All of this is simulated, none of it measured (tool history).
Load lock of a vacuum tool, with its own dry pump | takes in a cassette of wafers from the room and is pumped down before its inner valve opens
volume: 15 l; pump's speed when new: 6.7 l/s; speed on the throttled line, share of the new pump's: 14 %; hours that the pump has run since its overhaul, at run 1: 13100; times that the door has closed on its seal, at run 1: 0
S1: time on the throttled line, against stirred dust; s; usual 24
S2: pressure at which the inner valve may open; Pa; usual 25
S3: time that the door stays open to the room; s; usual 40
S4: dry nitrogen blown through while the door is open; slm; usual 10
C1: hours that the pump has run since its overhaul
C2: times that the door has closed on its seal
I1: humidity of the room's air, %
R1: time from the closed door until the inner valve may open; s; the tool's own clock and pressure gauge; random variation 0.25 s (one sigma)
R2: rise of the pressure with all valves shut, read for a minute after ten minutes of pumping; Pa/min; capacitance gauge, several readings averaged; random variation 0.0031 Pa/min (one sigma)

run	day	S1	S2	S3	S4	C1	C2	I1	R1	R2
1	0.000	24	25	40	10	13100	0	43.4	40.7	0.051
2	17.346	39	25	40	10	13516	1252	45.3	53.9	0.066
3	26.029	24	25	40	10	13724	1879	41.9	40.7	0.058
4	41.346	24	25	40	10	14092	2984	42.7	41.2	0.067
5	60.950	24	25	40	10	14562	4398	45.7	40.9	0.064
6	70.600	24	25	40	10	14794	5094	49.4	41.4	0.074
7	85.504	24	25	40	10	15152	6170	44.2	41.4	0.070
8	105.767	24	25	40	31	15638	7632	40.5	41.0	0.046
9	122.054	24	25	53	10	16029	8807	44.5	41.4	0.089
10	135.354	24	25	77	10	16348	9767	40.3	41.0	0.094
11	152.779	24	25	40	5	16766	11024	47.7	41.6	0.109
12	169.638	24	25	40	5	17171	12240	42.8	41.6	0.104
13	183.729	24	23	40	5	17509	13257	45.3	41.9	0.109
# day 193.717: dry pump taken out, an overhauled one fitted
14	197.433	24	30	40	10	89	14228	42.0	39.4	0.100
15	208.508	24	30	40	10	355	15027	43.3	39.2	0.106
16	227.388	31	30	40	10	808	16389	45.6	45.5	0.114
17	242.438	24	25	27	10	1169	17475	45.4	39.9	0.098
18	256.212	24	25	40	10	1500	18469	47.0	39.5	0.123
19	272.350	24	25	238	10	1887	19633	45.2	39.6	0.227
20	285.271	33	34	238	10	2197	20565	44.1	46.9	0.231
21	297.738	42	39	40	40	2497	21465	42.7	54.2	0.107
22	315.871	16	48	43	24	2932	22773	45.9	32.2	0.126
23	332.483	16	48	43	24	3330	23972	45.8	32.0	0.136
24	343.788	16	48	43	24	3602	24788	47.4	31.7	0.139
25	354.225	16	48	35	24	3852	25541	45.6	31.8	0.142
26	373.783	16	48	35	24	4322	26952	44.0	31.6	0.149
27	383.108	13	34	92	6	4545	27625	43.3	29.8	0.224
28	402.692	21	34	61	6	5015	29038	48.0	37.2	0.222
29	419.554	42	23	36	10	5420	30254	41.0	56.2	0.189
30	438.300	24	25	218	7	5870	31607	45.1	40.8	0.319
31	448.633	34	40	40	10	6118	32352	46.4	47.5	0.218
32	461.608	24	30	79	24	6429	33289	45.0	40.0	0.219
# day 467.492: door's seal changed, seat wiped
33	474.900	13	30	76	8	6747	534	43.9	30.5	0.085
34	493.883	13	30	76	8	7203	1904	48.0	30.9	0.099
35	503.150	22	18	34	4	7425	2573	47.7	39.3	0.070
36	519.079	24	40	40	10	7807	3722	44.0	39.4	0.063
37	532.800	14	23	126	33	8136	4712	46.0	32.6	0.073

3 ways to go on from here, each from the tool as it stands after run 37. What would each give?
A	543.042	24	25	100	10	8382	5451	44.8	?	?
B	543.042	14	23	127	33	8382	5451	40.7	?	?
C	543.042	14	23	104	33	8382	5451	43.2	?	?

run	R1	R2
A	40.9	0.104
B	32.4	0.066
C	32.6	0.060
Without the tool's hidden state the same runs would have given:
run	R1	R2
A	39.4	0.096
B	30.8	0.058
C	31.0	0.052
